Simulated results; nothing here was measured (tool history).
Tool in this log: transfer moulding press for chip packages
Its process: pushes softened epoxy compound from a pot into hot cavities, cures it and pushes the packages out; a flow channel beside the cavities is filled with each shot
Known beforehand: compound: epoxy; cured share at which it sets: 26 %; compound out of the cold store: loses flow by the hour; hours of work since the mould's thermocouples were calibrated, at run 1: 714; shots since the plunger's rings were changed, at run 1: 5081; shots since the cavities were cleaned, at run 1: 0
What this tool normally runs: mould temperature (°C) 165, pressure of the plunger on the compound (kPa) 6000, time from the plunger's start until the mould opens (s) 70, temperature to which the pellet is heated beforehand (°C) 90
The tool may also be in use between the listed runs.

run	hour	mould temperature (°C)	pressure of the plunger on the compound (kPa)	time from the plunger's start until the mould opens (s)	temperature to which the pellet is heated beforehand (°C)	hours of work since the mould's thermocouples were calibrated	shots since the plunger's rings were changed	shots since the cavities were cleaned	incoming compound's hours out of the cold store	length that the compound runs in the flow channel (mm)	greatest force on the pins that push the packages out (N)
1	0	165	6000	70	90	714	5081	0	20.1	528	379
2	18.5	165	6000	54	90	725	5351	270	23.7	525	1093
3	36.8	165	6000	54	90	736	5618	537	23.4	515	1162
# hour 55.6: cavities cleaned with cleaning compound and waxed
4	70.2	165	6000	73	90	755	6083	212	15.2	528	722
# hour 97.9: plunger's sealing rings changed
5	100.7	165	6000	73	90	772	41	621	25.6	548	671
# hour 113.3: cavities cleaned with cleaning compound and waxed
6	137.6	165	6000	70	84	793	558	356	22.2	553	588
7	158.6	165	5590	70	84	806	864	662	34.1	516	642
# hour 168.2: cavities cleaned with cleaning compound and waxed
8	192.5	165	6000	80	90	825	1336	354	42.3	524	409
# hour 204.2: mould's thermocouples calibrated
# hour 225: cavities cleaned with cleaning compound and waxed
9	230.1	165	6000	80	90	15	1834	75	46.9	512	273
# hour 244.7: cavities cleaned with cleaning compound and waxed, once more
10	274.4	165	6000	80	90	40	2458	433	40.8	515	387
# hour 301.5: cavities cleaned with cleaning compound and waxed
11	305.8	165	6000	70	90	58	2895	63	25.1	534	377
12	323.9	165	6000	70	90	69	3158	326	20.7	539	509
# hour 356.6: cavities cleaned with cleaning compound and waxed
13	357.4	165	7470	70	90	88	3625	12	10.1	613	360
14	396.5	165	7470	70	90	112	4196	583	20	598	572
# hour 411.8: cavities cleaned with cleaning compound and waxed
15	415.7	165	7470	70	90	122	4454	57	18.8	588	391
16	440.1	165	7470	70	90	137	4810	413	25.7	582	531
# hour 466.4: cavities cleaned with cleaning compound and waxed
17	471.7	165	5730	70	87	155	5249	77	35.2	498	396
18	512.9	165	6950	82	90	179	5851	679	15.1	569	441
# hour 521.2: cavities cleaned with cleaning compound and waxed
19	543.1	165	6730	70	99	197	6268	320	15.5	554	457
# hour 558.3: plunger's sealing rings changed
# hour 578.3: cavities cleaned with cleaning compound and waxed
20	589.4	165	6220	70	87	222	431	162	14.9	567	455
21	610.3	165	6220	70	87	234	736	467	34.4	546	559
# hour 632.3: cavities cleaned with cleaning compound and waxed
22	632.3	171	5350	52	83	247	1034	0	13.3	515	602
23	668.4	165	6000	87	83	268	1561	527	27.1	539	399
# hour 689.6: cavities cleaned with cleaning compound and waxed
24	693	171	6420	88	92	282	1898	50	36.9	538	235
25	736.5	171	6420	88	92	308	2532	684	31.4	538	375

Branching from run 25: 4 alternative next runs. What would each branch give?
# hour 745: cavities cleaned with cleaning compound and waxed
A	772.4	168	6000	70	90	329	3035	400	30.8	?	?
# hour 745: cavities cleaned with cleaning compound and waxed
B	772.4	157	6420	88	92	329	3035	400	26.7	?	?
# hour 745: cavities cleaned with cleaning compound and waxed
C	772.4	165	4620	88	96	329	3035	400	8.7	?	?
# hour 745: cavities cleaned with cleaning compound and waxed
D	772.4	171	6460	88	92	329	3035	400	22.4	?	?

run	length that the compound runs in the flow channel (mm)	greatest force on the pins that push the packages out (N)
A	517	459
B	563	565
C	484	357
D	539	330
Without the tool's hidden state the same runs would have given:
run	length that the compound runs in the flow channel (mm)	greatest force on the pins that push the packages out (N)
A	533	291
B	581	351
C	499	231
D	556	215
